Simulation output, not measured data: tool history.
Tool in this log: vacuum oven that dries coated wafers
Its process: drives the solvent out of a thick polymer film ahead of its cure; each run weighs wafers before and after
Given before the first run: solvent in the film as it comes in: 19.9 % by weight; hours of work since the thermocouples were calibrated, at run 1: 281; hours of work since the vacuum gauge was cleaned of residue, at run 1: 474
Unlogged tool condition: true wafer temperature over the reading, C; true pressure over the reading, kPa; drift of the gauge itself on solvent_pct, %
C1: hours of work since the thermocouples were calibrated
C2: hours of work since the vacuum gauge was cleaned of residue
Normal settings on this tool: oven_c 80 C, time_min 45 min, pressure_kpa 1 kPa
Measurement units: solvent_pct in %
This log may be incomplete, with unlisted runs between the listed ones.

run 1 day=0 | oven_c=80 time_min=45 pressure_kpa=1 | C1=281 C2=474 | solvent_pct=2.95
run 2 day=0.558 | oven_c=80 time_min=45 pressure_kpa=1 | C1=290 C2=482 | solvent_pct=3.02
run 3 day=1.308 | oven_c=80 time_min=45 pressure_kpa=1 | C1=301 C2=493 | solvent_pct=3.06
run 4 day=1.746 | oven_c=80 time_min=45 pressure_kpa=1 | C1=307 C2=500 | solvent_pct=3.12
run 5 day=2.629 | oven_c=80 time_min=45 pressure_kpa=1 | C1=320 C2=513 | solvent_pct=3.05
run 6 day=3.496 | oven_c=80 time_min=45 pressure_kpa=1 | C1=333 C2=526 | solvent_pct=3.02
run 7 day=4.108 | oven_c=80 time_min=45 pressure_kpa=2.87 | C1=342 C2=535 | solvent_pct=6.7
run 8 day=4.85 | oven_c=80 time_min=45 pressure_kpa=2.87 | C1=353 C2=546 | solvent_pct=6.51
run 9 day=5.717 | oven_c=80 time_min=40 pressure_kpa=1 | C1=366 C2=559 | solvent_pct=3.38
run 10 day=6.221 | oven_c=75 time_min=45 pressure_kpa=1 | C1=373 C2=566 | solvent_pct=4.46
run 11 day=6.883 | oven_c=75 time_min=45 pressure_kpa=1 | C1=383 C2=576 | solvent_pct=4.33
run 12 day=7.492 | oven_c=75 time_min=45 pressure_kpa=1 | C1=392 C2=585 | solvent_pct=4.44
run 13 day=8.158 | oven_c=75 time_min=45 pressure_kpa=1.01 | C1=402 C2=595 | solvent_pct=4.46
run 14 day=8.812 | oven_c=75 time_min=45 pressure_kpa=1.01 | C1=412 C2=604 | solvent_pct=4.54
run 15 day=9.254 | oven_c=75 time_min=22 pressure_kpa=1.01 | C1=418 C2=611 | solvent_pct=7.76
run 16 day=9.875 | oven_c=75 time_min=22 pressure_kpa=1.01 | C1=427 C2=620 | solvent_pct=7.63
run 17 day=10.388 | oven_c=75 time_min=22 pressure_kpa=1.01 | C1=435 C2=628 | solvent_pct=7.67
run 18 day=11.196 | oven_c=75 time_min=22 pressure_kpa=1.01 | C1=447 C2=640 | solvent_pct=7.67
run 19 day=11.875 | oven_c=75 time_min=22 pressure_kpa=1.01 | C1=457 C2=650 | solvent_pct=7.7
run 20 day=12.508 | oven_c=80 time_min=45 pressure_kpa=1 | C1=466 C2=659 | solvent_pct=3.01
run 21 day=13.179 | oven_c=80 time_min=45 pressure_kpa=1 | C1=476 C2=669 | solvent_pct=3.11
run 22 day=14.142 | oven_c=93 time_min=45 pressure_kpa=1 | C1=490 C2=683 | solvent_pct=1.5
run 23 day=14.671 | oven_c=90 time_min=45 pressure_kpa=1 | C1=498 C2=691 | solvent_pct=1.72
run 24 day=15.462 | oven_c=93 time_min=45 pressure_kpa=2.92 | C1=510 C2=703 | solvent_pct=3.73
run 25 day=16.358 | oven_c=93 time_min=45 pressure_kpa=2.92 | C1=523 C2=716 | solvent_pct=3.73

Predict the results of run 26:
run 26 day=16.754 | oven_c=72 time_min=45 pressure_kpa=1 | C1=529 C2=722 | solvent_pct=?

{"run 26": {"solvent_pct": 5.37}}
With no hidden state in the tool, this same run would have given solvent_pct 4.56 %.
